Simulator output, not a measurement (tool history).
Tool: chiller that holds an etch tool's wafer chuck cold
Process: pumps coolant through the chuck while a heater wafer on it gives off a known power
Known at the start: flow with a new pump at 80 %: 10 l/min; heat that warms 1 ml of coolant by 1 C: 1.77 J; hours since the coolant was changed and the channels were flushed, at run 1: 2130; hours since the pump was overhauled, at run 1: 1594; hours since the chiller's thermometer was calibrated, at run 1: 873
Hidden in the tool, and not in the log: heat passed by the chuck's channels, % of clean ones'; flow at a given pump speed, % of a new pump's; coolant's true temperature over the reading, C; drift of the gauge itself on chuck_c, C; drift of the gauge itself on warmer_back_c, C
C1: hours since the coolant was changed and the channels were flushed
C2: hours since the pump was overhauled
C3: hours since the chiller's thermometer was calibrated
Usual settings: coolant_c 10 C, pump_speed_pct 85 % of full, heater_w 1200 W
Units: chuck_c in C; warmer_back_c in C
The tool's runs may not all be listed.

run 1 hour=0.0 | coolant_c=10 pump_speed_pct=85 heater_w=1200 | C1=2130 C2=1594 C3=873 | chuck_c=22.4 warmer_back_c=3.77
run 2 hour=181.6 | coolant_c=10 pump_speed_pct=85 heater_w=1200 | C1=2311 C2=1776 C3=1054 | chuck_c=22.2 warmer_back_c=3.82
run 3 hour=374.8 | coolant_c=10 pump_speed_pct=85 heater_w=1200 | C1=2505 C2=1969 C3=1248 | chuck_c=22.5 warmer_back_c=3.78
run 4 hour=503.8 | coolant_c=10 pump_speed_pct=85 heater_w=1200 | C1=2634 C2=2098 C3=1377 | chuck_c=22.5 warmer_back_c=3.82
run 5 hour=598.5 | coolant_c=10 pump_speed_pct=85 heater_w=1200 | C1=2728 C2=2193 C3=1471 | chuck_c=22.5 warmer_back_c=3.78
-- hour=623.0 coolant changed, channels flushed
run 6 hour=812.3 | coolant_c=10 pump_speed_pct=85 heater_w=1200 | C1=189 C2=2401 C3=1679 | chuck_c=22.6 warmer_back_c=3.76
run 7 hour=908.2 | coolant_c=10 pump_speed_pct=85 heater_w=1200 | C1=285 C2=2497 C3=1775 | chuck_c=22.4 warmer_back_c=3.77
run 8 hour=1051.3 | coolant_c=10 pump_speed_pct=85 heater_w=1200 | C1=428 C2=2640 C3=1918 | chuck_c=22.5 warmer_back_c=3.79
run 9 hour=1163.4 | coolant_c=10 pump_speed_pct=85 heater_w=1200 | C1=540 C2=2752 C3=2030 | chuck_c=22.6 warmer_back_c=3.81
run 10 hour=1313.1 | coolant_c=10 pump_speed_pct=62 heater_w=1200 | C1=690 C2=2902 C3=2180 | chuck_c=25.6 warmer_back_c=5.24
run 11 hour=1412.5 | coolant_c=10 pump_speed_pct=62 heater_w=1200 | C1=789 C2=3001 C3=2279 | chuck_c=25.6 warmer_back_c=5.19
run 12 hour=1566.3 | coolant_c=10 pump_speed_pct=85 heater_w=1200 | C1=943 C2=3155 C3=2433 | chuck_c=22.5 warmer_back_c=3.71
run 13 hour=1720.0 | coolant_c=10 pump_speed_pct=85 heater_w=1200 | C1=1097 C2=3308 C3=2587 | chuck_c=22.4 warmer_back_c=3.72
run 14 hour=1888.6 | coolant_c=10 pump_speed_pct=85 heater_w=1200 | C1=1266 C2=3477 C3=2755 | chuck_c=22.2 warmer_back_c=3.72
run 15 hour=2034.6 | coolant_c=10 pump_speed_pct=85 heater_w=1200 | C1=1412 C2=3623 C3=2901 | chuck_c=22.4 warmer_back_c=3.72
run 16 hour=2130.7 | coolant_c=12 pump_speed_pct=85 heater_w=1607 | C1=1508 C2=3719 C3=2998 | chuck_c=28.5 warmer_back_c=5.07
run 17 hour=2239.1 | coolant_c=15 pump_speed_pct=98 heater_w=1200 | C1=1616 C2=3828 C3=3106 | chuck_c=26.3 warmer_back_c=3.16
run 18 hour=2350.7 | coolant_c=18 pump_speed_pct=98 heater_w=1351 | C1=1728 C2=3939 C3=3217 | chuck_c=30.7 warmer_back_c=3.62
-- hour=2405.1 chiller's thermometer calibrated
run 19 hour=2468.3 | coolant_c=18 pump_speed_pct=98 heater_w=1351 | C1=1844 C2=4056 C3=63 | chuck_c=30.4 warmer_back_c=3.61
run 20 hour=2659.9 | coolant_c=16 pump_speed_pct=69 heater_w=772 | C1=2036 C2=4247 C3=255 | chuck_c=25.4 warmer_back_c=2.93
run 21 hour=2763.0 | coolant_c=7 pump_speed_pct=85 heater_w=997 | C1=2139 C2=4350 C3=358 | chuck_c=17.2 warmer_back_c=3.04
run 22 hour=2858.1 | coolant_c=7 pump_speed_pct=85 heater_w=997 | C1=2234 C2=4446 C3=453 | chuck_c=17.4 warmer_back_c=2.99
run 23 hour=3011.3 | coolant_c=4 pump_speed_pct=84 heater_w=1585 | C1=2387 C2=4599 C3=606 | chuck_c=20.6 warmer_back_c=4.93
run 24 hour=3209.1 | coolant_c=4 pump_speed_pct=84 heater_w=1585 | C1=2585 C2=4797 C3=804 | chuck_c=20.5 warmer_back_c=4.94
-- hour=3375.1 coolant changed, channels flushed
run 25 hour=3378.3 | coolant_c=4 pump_speed_pct=84 heater_w=1052 | C1=3 C2=4960 C3=967 | chuck_c=15.3 warmer_back_c=3.23
run 26 hour=3519.6 | coolant_c=10 pump_speed_pct=86 heater_w=639 | C1=145 C2=5101 C3=1108 | chuck_c=16.6 warmer_back_c=1.85
run 27 hour=3650.0 | coolant_c=10 pump_speed_pct=67 heater_w=1200 | C1=275 C2=5231 C3=1239 | chuck_c=24.9 warmer_back_c=4.74
run 28 hour=3851.0 | coolant_c=8 pump_speed_pct=85 heater_w=700 | C1=476 C2=5432 C3=1440 | chuck_c=15.3 warmer_back_c=2.08
run 29 hour=3942.4 | coolant_c=8 pump_speed_pct=85 heater_w=700 | C1=567 C2=5524 C3=1531 | chuck_c=15.2 warmer_back_c=2.07

Forecast each of these 5 alternatives for the next run:
run A hour=4074.2 | coolant_c=19 pump_speed_pct=83 heater_w=1703 | C1=699 C2=5656 C3=1663 | chuck_c=? warmer_back_c=?
run B hour=4074.2 | coolant_c=8 pump_speed_pct=90 heater_w=1786 | C1=699 C2=5656 C3=1663 | chuck_c=? warmer_back_c=?
run C hour=4074.2 | coolant_c=18 pump_speed_pct=90 heater_w=700 | C1=699 C2=5656 C3=1663 | chuck_c=? warmer_back_c=?
run D hour=4074.2 | coolant_c=10 pump_speed_pct=85 heater_w=945 | C1=699 C2=5656 C3=1663 | chuck_c=? warmer_back_c=?
run E hour=4074.2 | coolant_c=10 pump_speed_pct=85 heater_w=745 | C1=699 C2=5656 C3=1663 | chuck_c=? warmer_back_c=?

run=A chuck_c=37.0 warmer_back_c=5.42
run=B chuck_c=25.6 warmer_back_c=5.25
run=C chuck_c=25.0 warmer_back_c=1.86
run=D chuck_c=20.0 warmer_back_c=2.89
run=E chuck_c=17.8 warmer_back_c=2.22
Without the tool's hidden state the same runs would have given:
run=A chuck_c=36.9 warmer_back_c=5.57
run=B chuck_c=25.5 warmer_back_c=5.40
run=C chuck_c=25.0 warmer_back_c=2.02
run=D chuck_c=19.9 warmer_back_c=3.04
run=E chuck_c=17.8 warmer_back_c=2.38
